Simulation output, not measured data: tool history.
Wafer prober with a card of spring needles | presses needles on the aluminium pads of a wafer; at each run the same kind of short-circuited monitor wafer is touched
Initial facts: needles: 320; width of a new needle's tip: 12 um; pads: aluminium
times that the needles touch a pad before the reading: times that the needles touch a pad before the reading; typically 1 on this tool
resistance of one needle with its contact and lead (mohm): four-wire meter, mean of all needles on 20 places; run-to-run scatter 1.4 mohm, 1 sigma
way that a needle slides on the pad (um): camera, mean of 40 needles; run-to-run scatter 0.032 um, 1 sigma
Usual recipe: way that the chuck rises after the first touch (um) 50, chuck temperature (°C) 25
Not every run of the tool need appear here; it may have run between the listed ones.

run	hour	way that the chuck rises after the first touch (um)	chuck temperature (°C)	times that the needles touch a pad before the reading	resistance of one needle with its contact and lead (mohm)	way that a needle slides on the pad (um)
1	0.0	50	25	1	185	11.85
# hour 3.5: tips cleaned on abrasive film
2	17.8	50	25	1	203	11.87
# hour 19.7: tips cleaned on abrasive film
# hour 35.8: tips cleaned on abrasive film
3	36.5	50	25	1	131	11.82
# hour 51.9: tips cleaned on abrasive film
4	59.3	50	25	2	150	11.80
# hour 70.0: tips cleaned on abrasive film
5	75.4	50	25	1	159	11.71
# hour 87.2: tips cleaned on abrasive film
6	101.9	50	25	1	186	11.73
# hour 105.5: tips cleaned on abrasive film
# hour 121.4: tips cleaned on abrasive film
# hour 138.9: tips cleaned on abrasive film
7	138.9	50	25	1	132	11.68
# hour 155.1: tips cleaned on abrasive film
8	155.1	50	25	1	125	11.69
# hour 171.0: tips cleaned on abrasive film
9	171.0	70	25	1	126	16.48
# hour 187.3: tips cleaned on abrasive film
10	197.8	70	25	1	155	16.42
# hour 205.5: tips cleaned on abrasive film
# hour 207.8: tips cleaned on abrasive film, once more
11	221.1	68	25	1	163	15.99
# hour 223.8: tips cleaned on abrasive film
# hour 240.9: tips cleaned on abrasive film
# hour 257.3: tips cleaned on abrasive film
12	257.3	68	25	1	126	15.82
# hour 273.4: tips cleaned on abrasive film
# hour 291.3: tips cleaned on abrasive film
13	291.3	50	61	1	132	11.49
# hour 309.6: tips cleaned on abrasive film
14	320.6	50	61	1	185	11.55
# hour 325.5: tips cleaned on abrasive film
# hour 341.4: tips cleaned on abrasive film
# hour 352.8: height of the first contact set anew
15	354.8	50	61	1	181	11.91
# hour 357.8: tips cleaned on abrasive film
# hour 374.1: tips cleaned on abrasive film
16	387.3	50	61	1	188	11.93
# hour 391.4: tips cleaned on abrasive film
# hour 407.5: tips cleaned on abrasive film
# hour 423.8: tips cleaned on abrasive film
17	423.8	36	31	1	135	8.49
# hour 441.9: tips cleaned on abrasive film
18	454.3	50	29	1	187	11.80
# hour 459.2: tips cleaned on abrasive film
# hour 475.0: tips cleaned on abrasive film
19	477.7	50	47	1	148	11.82
# hour 492.0: tips cleaned on abrasive film
20	503.3	50	47	1	186	11.87
# hour 509.6: tips cleaned on abrasive film
21	524.7	50	52	1	186	11.77
# hour 527.9: tips cleaned on abrasive film
# hour 545.8: tips cleaned on abrasive film
22	558.7	64	94	2	156	15.08
# hour 562.2: tips cleaned on abrasive film
# hour 579.2: tips cleaned on abrasive film
23	588.6	64	94	2	152	15.02
# hour 596.4: tips cleaned on abrasive film
24	609.0	50	103	1	189	11.71

What if the next run were any one of these 5? Each begins from the tool's condition after run 24:
# hour 612.4: tips cleaned on abrasive film
# hour 628.3: tips cleaned on abrasive film
A	628.3	45	74	1	?	?
# hour 612.4: tips cleaned on abrasive film
# hour 628.3: tips cleaned on abrasive film
B	628.3	44	97	1	?	?
# hour 612.4: tips cleaned on abrasive film
# hour 628.3: tips cleaned on abrasive film
C	628.3	66	87	1	?	?
# hour 612.4: tips cleaned on abrasive film
# hour 628.3: tips cleaned on abrasive film
D	628.3	36	58	1	?	?
# hour 612.4: tips cleaned on abrasive film
# hour 628.3: tips cleaned on abrasive film
E	628.3	67	38	3	?	?

run	resistance of one needle with its contact and lead (mohm)	way that a needle slides on the pad (um)
A	139	10.52
B	143	10.19
C	136	15.51
D	138	8.30
E	125	15.70
The same runs, with their run-to-run variation unchanged, on a tool lacking any hidden condition would have given:
run	resistance of one needle with its contact and lead (mohm)	way that a needle slides on the pad (um)
A	132	10.82
B	135	10.49
C	133	15.81
D	127	8.59
E	125	16.00

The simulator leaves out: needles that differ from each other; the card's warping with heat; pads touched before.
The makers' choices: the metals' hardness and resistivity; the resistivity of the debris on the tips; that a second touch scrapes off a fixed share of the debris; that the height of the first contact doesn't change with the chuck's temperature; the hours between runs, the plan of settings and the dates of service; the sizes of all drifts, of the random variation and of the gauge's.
